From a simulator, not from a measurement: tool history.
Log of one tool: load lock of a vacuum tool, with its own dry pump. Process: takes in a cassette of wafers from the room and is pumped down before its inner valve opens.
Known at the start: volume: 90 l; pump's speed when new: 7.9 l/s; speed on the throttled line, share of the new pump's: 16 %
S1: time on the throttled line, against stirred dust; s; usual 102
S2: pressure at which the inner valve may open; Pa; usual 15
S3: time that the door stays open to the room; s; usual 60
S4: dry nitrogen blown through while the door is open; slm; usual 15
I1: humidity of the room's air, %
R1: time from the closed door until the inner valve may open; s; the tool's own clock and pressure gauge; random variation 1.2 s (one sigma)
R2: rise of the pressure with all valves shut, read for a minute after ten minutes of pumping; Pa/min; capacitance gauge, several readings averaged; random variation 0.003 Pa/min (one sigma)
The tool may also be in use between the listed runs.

run,day,S1,S2,S3,S4,I1,R1,R2
1,0,102,15,60,15,43.5,185.1,0.036
2,14.025,102,15,60,6,46.6,185.9,0.035
3,29.408,193,15,60,6,45.1,267.9,0.04
4,43.35,193,15,60,6,43.5,265.8,0.038
5,55.188,102,15,60,15,41.1,186.2,0.03
6,65.242,102,15,60,15,45.5,188.9,0.03
7,83.142,102,15,60,15,44.3,187.4,0.034
8,102.779,102,15,60,15,49.6,185.7,0.034
9,118.146,102,15,60,4,46,186.5,0.044
10,129.321,102,15,60,15,44.3,186.9,0.032
11,143.312,102,15,60,15,46.1,188,0.037
12,155.358,102,15,60,15,48.2,186.2,0.035
13,170.396,102,15,60,15,45.2,188.2,0.034
14,189.65,54,15,60,15,44.2,146.9,0.029
15,201.808,54,15,60,15,48.1,148.2,0.043
16,221.396,65,15,60,15,46.6,154.7,0.03
17,229.883,113,15,60,15,47.7,195.2,0.037
18,244.079,113,15,60,15,43.6,195.6,0.037
# day 254.938: door's seal changed, seat wiped
19,259.004,113,11,66,5,43.2,198.9,0.04
20,267.112,113,11,66,5,44.1,200.1,0.044
# day 279.212: dry pump taken out, an overhauled one fitted
21,286.875,113,11,66,5,42.6,196.7,0.037
22,306.162,113,11,66,5,45.5,199.7,0.045
23,320.642,64,15,26,5,47.8,154.6,0.03
24,333.792,64,21,26,38,45,150.4,0.016
25,344.271,64,17,75,35,44.9,153.4,0.025
26,360.392,64,17,75,35,45.1,154.3,0.024
27,376.958,102,15,66,7,46.1,186,0.04
28,388.138,52,15,66,7,45.2,144.8,0.041
29,399.633,102,19,76,15,44.8,183.4,0.028
30,418.15,102,17,208,7,48.5,183.7,0.064
31,429.246,102,17,208,31,44.7,184.6,0.034
32,445.875,102,17,208,4,45.3,185.6,0.066
33,464.308,113,15,60,24,44,195.8,0.025
34,474.004,87,15,34,6,45.8,173.6,0.033
35,486.062,175,26,228,22,45.1,240.9,0.048
36,499.942,102,15,41,37,43.2,188.2,0.018

Forecast each of these 5 alternatives for the next run:
A,516.512,102,15,70,27,46.5,?,?
B,516.512,102,23,41,11,44.2,?,?
C,516.512,102,15,30,12,40.9,?,?
D,516.512,59,15,60,15,43.8,?,?
E,516.512,102,21,110,37,43.1,?,?

run,R1,R2
A,186.8,0.03
B,180.3,0.03
C,187.2,0.031
D,150.9,0.033
E,183.7,0.03
Without the tool's hidden state the same runs would have given:
run,R1,R2
A,186.7,0.029
B,180.3,0.029
C,187.2,0.03
D,150.9,0.032
E,183.7,0.029
